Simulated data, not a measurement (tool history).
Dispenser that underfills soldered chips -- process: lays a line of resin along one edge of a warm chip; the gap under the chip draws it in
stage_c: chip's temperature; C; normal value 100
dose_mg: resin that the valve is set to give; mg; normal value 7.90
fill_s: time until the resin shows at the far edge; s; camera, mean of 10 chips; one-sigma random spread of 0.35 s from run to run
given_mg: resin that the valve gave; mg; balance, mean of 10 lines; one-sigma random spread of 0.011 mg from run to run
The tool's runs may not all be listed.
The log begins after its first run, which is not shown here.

| run | hour | stage_c | dose_mg | fill_s | given_mg |
|---|---|---|---|---|---|
| 2 | 6.5 | 100 | 7.90 | 25.9 | 7.70 |
|  | 14.1 | dispensing valve cleaned and set on the balance |
|  | 15.3 | new syringe of resin |
| 3 | 18.5 | 100 | 7.90 | 20.3 | 7.89 |
| 4 | 27.1 | 100 | 7.90 | 26.4 | 7.87 |
|  | 34.4 | new syringe of resin |
| 5 | 41.4 | 100 | 7.90 | 22.5 | 7.85 |
| 6 | 48.1 | 100 | 7.90 | 29.7 | 7.83 |
|  | 53.3 | new syringe of resin |
| 7 | 61.2 | 107 | 7.90 | 19.9 | 7.81 |
|  | 72.4 | new syringe of resin |
| 8 | 72.4 | 107 | 7.90 | 15.0 | 7.76 |
| 9 | 80.6 | 107 | 7.90 | 19.2 | 7.76 |
|  | 91.9 | new syringe of resin |
| 10 | 93.5 | 107 | 7.90 | 15.6 | 7.73 |
| 11 | 103.9 | 102 | 7.90 | 25.2 | 7.72 |
|  | 106.9 | dispensing valve cleaned and set on the balance |
|  | 111.6 | new syringe of resin |
| 12 | 115.7 | 102 | 7.90 | 19.3 | 7.86 |
| 13 | 126.0 | 102 | 7.90 | 27.2 | 7.84 |
|  | 131.2 | new syringe of resin |
| 14 | 135.6 | 102 | 7.90 | 20.4 | 7.83 |
| 15 | 142.5 | 100 | 9.10 | 26.0 | 9.00 |
|  | 150.3 | new syringe of resin |
| 16 | 154.7 | 100 | 9.10 | 20.5 | 8.98 |
| 17 | 162.8 | 100 | 7.01 | 27.7 | 6.91 |
|  | 169.8 | new syringe of resin |
| 18 | 174.4 | 109 | 8.92 | 16.2 | 8.77 |
| 19 | 187.0 | 108 | 7.34 | 26.4 | 7.18 |

For run 20, what comes out?
|  | 188.2 | new syringe of resin |
| 20 | 194.2 | 100 | 10.24 | ? | ? |

fill_s: 20.7 s
given_mg: 9.98 mg
Take away the tool's hidden state, keep the run-to-run variation as it was, and the same run would have given fill_s 17.6 s, given_mg 10.22 mg.
